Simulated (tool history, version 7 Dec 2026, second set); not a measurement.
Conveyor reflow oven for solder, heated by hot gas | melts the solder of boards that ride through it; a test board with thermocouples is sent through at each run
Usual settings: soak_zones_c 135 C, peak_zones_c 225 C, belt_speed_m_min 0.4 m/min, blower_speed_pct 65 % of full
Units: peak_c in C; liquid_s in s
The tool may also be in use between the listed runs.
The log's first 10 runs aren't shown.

Run 11, hour 146.6: usual settings. Result: peak_c 202.4 C, liquid_s 46.8 s.
Run 12, hour 155.6: usual settings. Result: peak_c 202.3 C, liquid_s 47.5 s.
Run 13, hour 174.6: usual settings. Result: peak_c 202 C, liquid_s 46.7 s.
Run 14, hour 190: usual settings. Result: peak_c 202.9 C, liquid_s 47.1 s.
Run 15, hour 207.8: usual settings. Result: peak_c 202.5 C, liquid_s 46.7 s.
Run 16, hour 223.2: usual settings but soak_zones_c 138 C, blower_speed_pct 64 % of full. Result: peak_c 203 C, liquid_s 48.7 s.
Run 17, hour 241.6: usual settings but soak_zones_c 138 C, belt_speed_m_min 0.405 m/min, blower_speed_pct 69 % of full. Result: peak_c 204.3 C, liquid_s 49.5 s.
Run 18, hour 253.2: usual settings but soak_zones_c 138 C, belt_speed_m_min 0.432 m/min, blower_speed_pct 69 % of full. Result: peak_c 201.4 C, liquid_s 42.5 s.
Run 19, hour 268.2: usual settings but soak_zones_c 134 C, peak_zones_c 229 C, belt_speed_m_min 0.341 m/min. Result: peak_c 211 C, liquid_s 69.3 s.
Run 20, hour 286.6: usual settings but soak_zones_c 122 C, belt_speed_m_min 0.331 m/min, blower_speed_pct 85 % of full. Result: peak_c 210.8 C, liquid_s 67.9 s.
Run 21, hour 294.7: usual settings but soak_zones_c 146 C, peak_zones_c 235 C. Result: peak_c 213.2 C, liquid_s 64.8 s.
At hour 315.9: flux residue cleaned out of gas plates and filters.
Run 22, hour 317.8: usual settings but soak_zones_c 146 C, peak_zones_c 235 C. Result: peak_c 213.2 C, liquid_s 64.9 s.
Run 23, hour 328.1: usual settings but soak_zones_c 126 C, blower_speed_pct 60 % of full. Result: peak_c 198.9 C, liquid_s 37.2 s.
Run 24, hour 338.6: usual settings but soak_zones_c 126 C, blower_speed_pct 60 % of full. Result: peak_c 198.9 C, liquid_s 37.1 s.
Run 25, hour 356.6: usual settings but soak_zones_c 136 C, peak_zones_c 220 C, belt_speed_m_min 0.366 m/min, blower_speed_pct 67 % of full. Result: peak_c 202.2 C, liquid_s 53.2 s.
Run 26, hour 364.7: usual settings but peak_zones_c 227 C, blower_speed_pct 84 % of full. Result: peak_c 208.7 C, liquid_s 56.4 s.
Run 27, hour 373.5: usual settings but peak_zones_c 227 C, blower_speed_pct 84 % of full. Result: peak_c 208.7 C, liquid_s 56.7 s.
Run 28, hour 385.1: usual settings but peak_zones_c 223 C, belt_speed_m_min 0.419 m/min, blower_speed_pct 85 % of full. Result: peak_c 204.3 C, liquid_s 48 s.
Run 29, hour 399.2: usual settings but soak_zones_c 142 C, peak_zones_c 223 C, belt_speed_m_min 0.362 m/min, blower_speed_pct 84 % of full. Result: peak_c 209.5 C, liquid_s 68.1 s.
Run 30, hour 417.6: usual settings but soak_zones_c 142 C, peak_zones_c 223 C, belt_speed_m_min 0.362 m/min, blower_speed_pct 84 % of full. Result: peak_c 209.1 C, liquid_s 68.7 s.

Forecast each of these 5 alternatives for the next run:
Run A, hour 425.5: usual settings but soak_zones_c 137 C, peak_zones_c 224 C, belt_speed_m_min 0.468 m/min. Result: peak_c ?, liquid_s ?.
Run B, hour 425.5: usual settings but soak_zones_c 145 C, peak_zones_c 223 C, belt_speed_m_min 0.362 m/min, blower_speed_pct 84 % of full. Result: peak_c ?, liquid_s ?.
Run C, hour 425.5: usual settings but belt_speed_m_min 0.458 m/min, blower_speed_pct 70 % of full. Result: peak_c ?, liquid_s ?.
Run D, hour 425.5: usual settings but peak_zones_c 216 C, belt_speed_m_min 0.372 m/min. Result: peak_c ?, liquid_s ?.
Run E, hour 425.5: usual settings but soak_zones_c 125 C, peak_zones_c 227 C, belt_speed_m_min 0.455 m/min, blower_speed_pct 84 % of full. Result: peak_c ?, liquid_s ?.

run  peak_c  liquid_s
  A   196.5      30.4
  B   210.2      70.4
  C   198.9      34.8
  D   197.7      43.2
  E   201.8      36.9
Without the tool's hidden state the same runs would have given:
run  peak_c  liquid_s
  A   196.4      30.4
  B   210.2      70.3
  C   198.9      34.7
  D   197.6      43.1
  E   201.7      36.8
